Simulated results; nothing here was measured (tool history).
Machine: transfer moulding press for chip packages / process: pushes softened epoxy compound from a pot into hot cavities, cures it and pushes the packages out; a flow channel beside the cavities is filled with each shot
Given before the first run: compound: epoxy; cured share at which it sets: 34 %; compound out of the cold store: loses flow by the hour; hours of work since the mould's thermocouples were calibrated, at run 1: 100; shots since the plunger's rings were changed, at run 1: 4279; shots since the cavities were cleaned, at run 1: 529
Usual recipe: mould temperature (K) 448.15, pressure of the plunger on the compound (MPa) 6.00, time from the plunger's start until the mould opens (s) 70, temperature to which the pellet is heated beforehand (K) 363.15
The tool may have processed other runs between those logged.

run,hour,mould temperature (K),pressure of the plunger on the compound (MPa),time from the plunger's start until the mould opens (s),temperature to which the pellet is heated beforehand (K),hours of work since the mould's thermocouples were calibrated,shots since the plunger's rings were changed,shots since the cavities were cleaned,incoming compound's hours out of the cold store,length that the compound runs in the flow channel (mm),greatest force on the pins that push the packages out (N)
1,0.0,448.15,6.00,70,363.15,100,4279,529,27.8,753,847
2,7.8,448.15,6.00,70,363.15,103,4365,615,10.1,816,967
# hour 11.5: plunger's sealing rings changed
3,17.8,448.15,6.00,70,363.15,106,70,698,11.0,891,961
4,25.7,448.15,6.00,70,363.15,110,156,784,12.7,890,938
5,35.7,444.15,6.00,70,363.15,114,267,895,44.0,768,1147
6,42.8,448.15,5.78,70,363.15,117,345,973,36.4,779,935
7,50.7,448.15,5.78,70,363.15,120,432,1060,27.0,807,973
# hour 52.6: cavities cleaned with cleaning compound and waxed
8,59.9,448.15,6.00,70,363.15,123,516,80,23.1,825,541
9,65.2,448.15,6.00,70,363.15,125,574,138,13.5,872,603
10,69.3,448.15,6.00,107,363.15,127,620,184,29.1,825,319
11,75.6,448.15,5.58,70,363.15,130,689,253,28.2,778,663
12,80.4,448.15,5.58,70,363.15,132,742,306,43.8,714,627
13,89.0,451.15,6.00,70,363.15,135,837,401,37.6,774,574
14,98.8,441.15,6.00,70,363.15,139,944,508,40.7,792,1232
15,106.2,456.15,6.00,60,366.15,142,1026,590,38.6,732,651
16,115.1,450.15,5.42,89,372.15,146,1123,687,13.5,831,501
17,121.9,450.15,5.42,89,372.15,149,1198,762,27.7,760,496
18,128.1,450.15,5.42,89,372.15,151,1267,831,32.8,734,512
19,134.3,450.15,5.47,89,372.15,154,1334,898,35.8,727,517
20,144.3,450.15,5.47,89,367.15,158,1444,1008,17.8,797,539
# hour 150.8: cavities cleaned with cleaning compound and waxed
21,153.3,450.15,5.47,89,367.15,161,1528,28,42.5,700,294
22,158.2,448.15,6.00,70,364.15,163,1581,81,38.8,758,503
23,165.2,450.15,6.00,70,368.15,166,1658,158,45.2,722,474
24,170.1,450.15,6.00,70,368.15,168,1712,212,39.4,738,500
25,174.3,443.15,6.00,70,363.15,170,1758,258,23.0,845,984
26,181.7,441.15,6.00,79,363.15,173,1840,340,38.4,792,812

Hidden state at the last listed run before each entry between runs and at the first one after, where it differs:
Runs 2 to 3: plunger's sealing rings changed (hour 11.5)
  true mould temperature over the reading, C: 0.12 -> 0.13; pressure that reaches the compound, % of what is set: 81.91 -> 99.66; grip of the stained cavities, % over clean ones': 77.4 -> 83.1
  what was measured, less what the result would be without the hidden state, length that the compound runs in the flow channel (mm): -86 -> -2; greatest force on the pins that push the packages out (N): +417 -> +432
Runs 7 to 8: cavities cleaned with cleaning compound and waxed (hour 52.6)
  true mould temperature over the reading, C: 0.15 -> 0.16; pressure that reaches the compound, % of what is set: 98.27 -> 97.96; grip of the stained cavities, % over clean ones': 102 -> 13
  what was measured, less what the result would be without the hidden state, length that the compound runs in the flow channel (mm): -7 -> -9; greatest force on the pins that push the packages out (N): +489 -> +57
Runs 20 to 21: cavities cleaned with cleaning compound and waxed (hour 150.8)
  true mould temperature over the reading, C: 0.22 -> 0.23; pressure that reaches the compound, % of what is set: 94.3 -> 93.93; grip of the stained cavities, % over clean ones': 96.8 -> 5.5
  what was measured, less what the result would be without the hidden state, length that the compound runs in the flow channel (mm): -24 -> -23; greatest force on the pins that push the packages out (N): +263 -> +13

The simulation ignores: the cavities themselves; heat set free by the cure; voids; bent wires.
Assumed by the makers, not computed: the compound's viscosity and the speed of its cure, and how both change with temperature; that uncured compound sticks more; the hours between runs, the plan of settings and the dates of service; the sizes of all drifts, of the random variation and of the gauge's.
